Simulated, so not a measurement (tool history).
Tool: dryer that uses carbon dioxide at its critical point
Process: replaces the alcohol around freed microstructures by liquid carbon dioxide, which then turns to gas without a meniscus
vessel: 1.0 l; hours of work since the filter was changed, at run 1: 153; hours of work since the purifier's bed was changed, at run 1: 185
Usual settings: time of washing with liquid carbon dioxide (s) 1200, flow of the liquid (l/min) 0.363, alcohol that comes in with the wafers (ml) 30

run,hour,time of washing with liquid carbon dioxide (s),flow of the liquid (l/min),alcohol that comes in with the wafers (ml),hours of work since the filter was changed,hours of work since the purifier's bed was changed,alcohol left in the vessel before it's heated (ppm by volume)
1,0,1200,0.363,30,153,185,258
2,9.8,1200,0.363,30,160,192,270
3,20.3,1200,0.363,30,167,199,274
4,30.4,1200,0.274,30,173,205,844
5,40.1,1200,0.274,30,180,212,864
6,49.5,1200,0.274,30,186,218,893
# hour 56.5: inlet filter changed
7,57.1,1200,0.462,30,0,222,91
8,62.8,1200,0.462,30,4,226,92
9,72.6,1200,0.462,30,11,232,86
10,83.4,1620,0.363,30,18,240,87
11,93.4,1620,0.363,30,24,246,85
12,105.6,1140,0.363,30,32,254,248
13,111.1,1140,0.363,30,36,258,246
14,119.7,1140,0.363,30,42,264,259
15,131.1,1140,0.363,30,49,271,263
16,143.3,1200,0.363,30,57,279,218
17,151.4,1200,0.363,30,63,285,233
18,163.9,1200,0.363,30,71,293,221
19,172.1,1200,0.363,23,76,298,199
20,181.6,1200,0.363,30,83,304,264
21,193.1,1200,0.611,30,90,312,82
22,200.3,1620,0.363,30,95,317,102
23,206.4,1620,0.363,30,99,321,123
24,212.4,1620,0.363,30,103,325,109
25,218.2,780,0.363,30,107,329,1183
26,227.5,780,0.363,30,113,335,1205
27,235.8,780,0.363,30,119,340,1208
28,245.7,900,0.388,94,125,347,1768
29,258.2,1020,0.3,94,133,355,3035
30,268.8,1020,0.3,94,140,362,3112
31,274.6,1200,0.236,103,144,366,4531
32,286.2,960,0.578,30,152,374,141
33,297,960,0.578,30,159,381,153
34,304.4,1440,0.476,104,164,386,142
35,311.5,1440,0.476,104,169,390,135
36,320.6,1200,0.296,30,175,396,699
37,328.7,1200,0.409,61,180,402,353
38,338.2,1140,0.527,104,186,408,225
# hour 345.6: inlet filter changed
39,349.7,1140,0.527,104,3,415,152
40,358,1380,0.527,104,8,420,117
41,368.5,1380,0.527,104,15,427,102
42,380.6,1380,0.527,104,23,435,118
43,390.7,1200,0.413,44,30,442,205
44,396.9,1440,0.491,83,34,446,121
45,405.4,840,0.35,53,40,452,1558
46,417.8,840,0.35,53,48,460,1597

Hidden state at the last listed run before each entry between runs and at the first one after, where it differs:
Between runs 6 and 7: inlet filter changed (hour 56.5)
  flow that reaches the vessel past the clogged filter, %: 87.8 -> 99.7; alcohol in the recycled carbon dioxide, ppm: 56.7 -> 57.7
  measured less the result without the state, alcohol left in the vessel before it's heated (ppm by volume): +379 -> +52
Between runs 38 and 39: inlet filter changed (hour 345.6)
  flow that reaches the vessel past the clogged filter, %: 87.5 -> 99.6; alcohol in the recycled carbon dioxide, ppm: 100.5 -> 102.2
  measured less the result without the state, alcohol left in the vessel before it's heated (ppm by volume): +172 -> +99
